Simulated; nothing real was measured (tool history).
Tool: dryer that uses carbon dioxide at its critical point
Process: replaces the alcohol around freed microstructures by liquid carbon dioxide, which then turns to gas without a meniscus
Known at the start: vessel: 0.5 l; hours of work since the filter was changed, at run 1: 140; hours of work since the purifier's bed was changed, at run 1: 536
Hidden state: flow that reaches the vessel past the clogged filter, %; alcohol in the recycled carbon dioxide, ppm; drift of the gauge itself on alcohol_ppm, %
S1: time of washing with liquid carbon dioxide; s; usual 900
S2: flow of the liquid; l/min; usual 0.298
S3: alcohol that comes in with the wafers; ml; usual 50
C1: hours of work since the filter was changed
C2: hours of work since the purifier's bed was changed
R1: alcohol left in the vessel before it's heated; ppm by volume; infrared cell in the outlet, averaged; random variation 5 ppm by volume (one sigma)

{"run": 1, "hour": 0.0, "S1": 900, "S2": 0.298, "S3": 50, "C1": 140, "C2": 536, "R1": 102}
{"run": 2, "hour": 14.7, "S1": 900, "S2": 0.298, "S3": 50, "C1": 151, "C2": 547, "R1": 112}
{"run": 3, "hour": 26.3, "S1": 900, "S2": 0.298, "S3": 50, "C1": 159, "C2": 556, "R1": 116}
{"run": 4, "hour": 45.3, "S1": 900, "S2": 0.298, "S3": 50, "C1": 173, "C2": 569, "R1": 119}
{"run": 5, "hour": 61.3, "S1": 900, "S2": 0.298, "S3": 50, "C1": 184, "C2": 581, "R1": 109}
{"run": 6, "hour": 74.3, "S1": 900, "S2": 0.298, "S3": 50, "C1": 194, "C2": 590, "R1": 118}
{"run": 7, "hour": 84.2, "S1": 900, "S2": 0.298, "S3": 50, "C1": 201, "C2": 598, "R1": 119}
{"run": 8, "hour": 96.9, "S1": 900, "S2": 0.298, "S3": 50, "C1": 210, "C2": 607, "R1": 114}
{"run": 9, "hour": 113.7, "S1": 1320, "S2": 0.298, "S3": 50, "C1": 222, "C2": 619, "R1": 107}
{"run": 10, "hour": 124.4, "S1": 1320, "S2": 0.298, "S3": 50, "C1": 230, "C2": 627, "R1": 100}
{"run": 11, "hour": 137.1, "S1": 900, "S2": 0.298, "S3": 50, "C1": 239, "C2": 636, "R1": 128}
{"run": 12, "hour": 146.0, "S1": 900, "S2": 0.298, "S3": 50, "C1": 246, "C2": 642, "R1": 136}
{"run": 13, "hour": 162.8, "S1": 900, "S2": 0.298, "S3": 50, "C1": 258, "C2": 655, "R1": 137}
{"run": 14, "hour": 176.6, "S1": 900, "S2": 0.298, "S3": 77, "C1": 268, "C2": 665, "R1": 148}
{"run": 15, "hour": 194.6, "S1": 900, "S2": 0.297, "S3": 50, "C1": 281, "C2": 678, "R1": 133}
{"run": 16, "hour": 203.9, "S1": 900, "S2": 0.297, "S3": 50, "C1": 288, "C2": 684, "R1": 143}
{"run": 17, "hour": 217.5, "S1": 900, "S2": 0.298, "S3": 50, "C1": 298, "C2": 694, "R1": 136}
{"run": 18, "hour": 236.8, "S1": 900, "S2": 0.298, "S3": 22, "C1": 312, "C2": 708, "R1": 127}
{"run": 19, "hour": 245.0, "S1": 900, "S2": 0.298, "S3": 22, "C1": 318, "C2": 714, "R1": 123}
{"run": 20, "hour": 253.5, "S1": 900, "S2": 0.298, "S3": 22, "C1": 324, "C2": 720, "R1": 128}
{"run": 21, "hour": 266.9, "S1": 900, "S2": 0.298, "S3": 22, "C1": 334, "C2": 730, "R1": 137}
{"run": 22, "hour": 283.8, "S1": 540, "S2": 0.329, "S3": 20, "C1": 346, "C2": 742, "R1": 296}
{"hour": 304.4, "done": "purifier's bed changed"}
{"run": 23, "hour": 306.0, "S1": 540, "S2": 0.329, "S3": 20, "C1": 360, "C2": 1, "R1": 164}
{"run": 24, "hour": 323.1, "S1": 1380, "S2": 0.407, "S3": 59, "C1": 372, "C2": 14, "R1": 7}
{"run": 25, "hour": 331.0, "S1": 660, "S2": 0.235, "S3": 112, "C1": 378, "C2": 19, "R1": 2249}
{"run": 26, "hour": 347.3, "S1": 660, "S2": 0.235, "S3": 112, "C1": 390, "C2": 31, "R1": 2253}
{"run": 27, "hour": 358.5, "S1": 600, "S2": 0.298, "S3": 39, "C1": 398, "C2": 39, "R1": 370}
{"run": 28, "hour": 369.8, "S1": 600, "S2": 0.298, "S3": 39, "C1": 406, "C2": 47, "R1": 357}
{"run": 29, "hour": 387.5, "S1": 780, "S2": 0.184, "S3": 50, "C1": 419, "C2": 60, "R1": 1578}
{"run": 30, "hour": 405.2, "S1": 780, "S2": 0.236, "S3": 31, "C1": 432, "C2": 73, "R1": 285}
{"run": 31, "hour": 424.5, "S1": 1380, "S2": 0.311, "S3": 49, "C1": 446, "C2": 87, "R1": 21}
{"run": 32, "hour": 442.8, "S1": 900, "S2": 0.368, "S3": 49, "C1": 459, "C2": 100, "R1": 30}
{"run": 33, "hour": 460.2, "S1": 900, "S2": 0.368, "S3": 49, "C1": 472, "C2": 113, "R1": 24}
{"run": 34, "hour": 475.8, "S1": 900, "S2": 0.368, "S3": 92, "C1": 483, "C2": 124, "R1": 33}
{"run": 35, "hour": 484.6, "S1": 900, "S2": 0.438, "S3": 92, "C1": 489, "C2": 131, "R1": 19}
{"run": 36, "hour": 498.8, "S1": 900, "S2": 0.438, "S3": 92, "C1": 500, "C2": 141, "R1": 28}
{"run": 37, "hour": 512.1, "S1": 900, "S2": 0.438, "S3": 92, "C1": 509, "C2": 151, "R1": 26}
{"run": 38, "hour": 531.0, "S1": 900, "S2": 0.298, "S3": 60, "C1": 523, "C2": 164, "R1": 75}
{"run": 39, "hour": 545.1, "S1": 900, "S2": 0.298, "S3": 60, "C1": 533, "C2": 175, "R1": 71}
{"run": 40, "hour": 555.3, "S1": 780, "S2": 0.298, "S3": 52, "C1": 541, "C2": 182, "R1": 137}
{"run": 41, "hour": 565.3, "S1": 660, "S2": 0.465, "S3": 50, "C1": 548, "C2": 189, "R1": 38}
{"run": 42, "hour": 577.3, "S1": 660, "S2": 0.465, "S3": 50, "C1": 557, "C2": 198, "R1": 52}

5 ways to go on from here, each from the tool as it stands after run 42. What would each give?
{"run": "A", "hour": 591.1, "S1": 1020, "S2": 0.298, "S3": 100, "C1": 567, "C2": 208, "R1": "?"}
{"run": "B", "hour": 591.1, "S1": 900, "S2": 0.267, "S3": 50, "C1": 567, "C2": 208, "R1": "?"}
{"run": "C", "hour": 591.1, "S1": 1380, "S2": 0.298, "S3": 50, "C1": 567, "C2": 208, "R1": "?"}
{"run": "D", "hour": 591.1, "S1": 720, "S2": 0.298, "S3": 21, "C1": 567, "C2": 208, "R1": "?"}
{"run": "E", "hour": 591.1, "S1": 600, "S2": 0.465, "S3": 50, "C1": 567, "C2": 208, "R1": "?"}

run=A R1=59
run=B R1=120
run=C R1=33
run=D R1=119
run=E R1=62
Without the tool's hidden state the same runs would have given:
run=A R1=12
run=B R1=42
run=C R1=1
run=D R1=55
run=E R1=18

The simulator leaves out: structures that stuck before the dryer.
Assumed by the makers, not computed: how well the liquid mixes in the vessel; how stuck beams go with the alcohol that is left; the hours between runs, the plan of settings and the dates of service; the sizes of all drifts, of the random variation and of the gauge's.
